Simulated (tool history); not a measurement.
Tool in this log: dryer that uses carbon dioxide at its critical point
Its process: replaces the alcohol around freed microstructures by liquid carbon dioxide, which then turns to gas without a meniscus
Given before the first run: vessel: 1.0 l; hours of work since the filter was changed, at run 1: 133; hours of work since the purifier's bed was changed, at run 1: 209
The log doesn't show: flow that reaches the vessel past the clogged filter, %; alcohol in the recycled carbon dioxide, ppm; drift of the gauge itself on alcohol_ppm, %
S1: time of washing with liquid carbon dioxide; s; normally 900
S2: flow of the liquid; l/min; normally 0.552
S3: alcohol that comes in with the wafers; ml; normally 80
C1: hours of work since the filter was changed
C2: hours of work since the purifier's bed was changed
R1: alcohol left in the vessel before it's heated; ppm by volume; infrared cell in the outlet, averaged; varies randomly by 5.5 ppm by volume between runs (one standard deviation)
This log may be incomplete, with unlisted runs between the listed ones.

run 1 day=0.000 | S1=900 S2=0.552 S3=80 | C1=133 C2=209 | R1=284
run 2 day=0.367 | S1=900 S2=0.552 S3=80 | C1=138 C2=214 | R1=278
run 3 day=0.788 | S1=900 S2=0.552 S3=104 | C1=144 C2=219 | R1=359
run 4 day=1.046 | S1=900 S2=0.552 S3=104 | C1=147 C2=223 | R1=367
run 5 day=1.392 | S1=900 S2=0.552 S3=104 | C1=152 C2=227 | R1=383
run 6 day=1.633 | S1=900 S2=0.552 S3=80 | C1=155 C2=230 | R1=315
run 7 day=1.892 | S1=900 S2=0.552 S3=80 | C1=158 C2=234 | R1=313
run 8 day=2.388 | S1=1080 S2=0.397 S3=67 | C1=165 C2=240 | R1=556
run 9 day=2.779 | S1=1320 S2=0.769 S3=67 | C1=170 C2=245 | R1=55
run 10 day=3.021 | S1=660 S2=0.552 S3=80 | C1=173 C2=248 | R1=1308
run 11 day=3.533 | S1=1020 S2=0.552 S3=69 | C1=179 C2=255 | R1=165
run 12 day=4.046 | S1=840 S2=0.646 S3=48 | C1=186 C2=262 | R1=161
run 13 day=4.317 | S1=840 S2=0.646 S3=48 | C1=190 C2=265 | R1=157
run 14 day=4.758 | S1=840 S2=0.646 S3=48 | C1=195 C2=271 | R1=164

5 options for the next run, each taken on its own from the tool as it stands now. Forecast them:
run A day=5.012 | S1=1080 S2=0.882 S3=113 | C1=199 C2=274 | R1=?
run B day=5.012 | S1=1020 S2=0.438 S3=102 | C1=199 C2=274 | R1=?
run C day=5.012 | S1=900 S2=0.432 S3=80 | C1=199 C2=274 | R1=?
run D day=5.012 | S1=1200 S2=0.646 S3=48 | C1=199 C2=274 | R1=?
run E day=5.012 | S1=720 S2=0.897 S3=40 | C1=199 C2=274 | R1=?

run=A R1=68
run=B R1=768
run=C R1=1095
run=D R1=73
run=E R1=95
The same runs, with their run-to-run variation unchanged, on a tool lacking any hidden condition would have given:
run=A R1=7
run=B R1=385
run=C R1=607
run=D R1=9
run=E R1=23

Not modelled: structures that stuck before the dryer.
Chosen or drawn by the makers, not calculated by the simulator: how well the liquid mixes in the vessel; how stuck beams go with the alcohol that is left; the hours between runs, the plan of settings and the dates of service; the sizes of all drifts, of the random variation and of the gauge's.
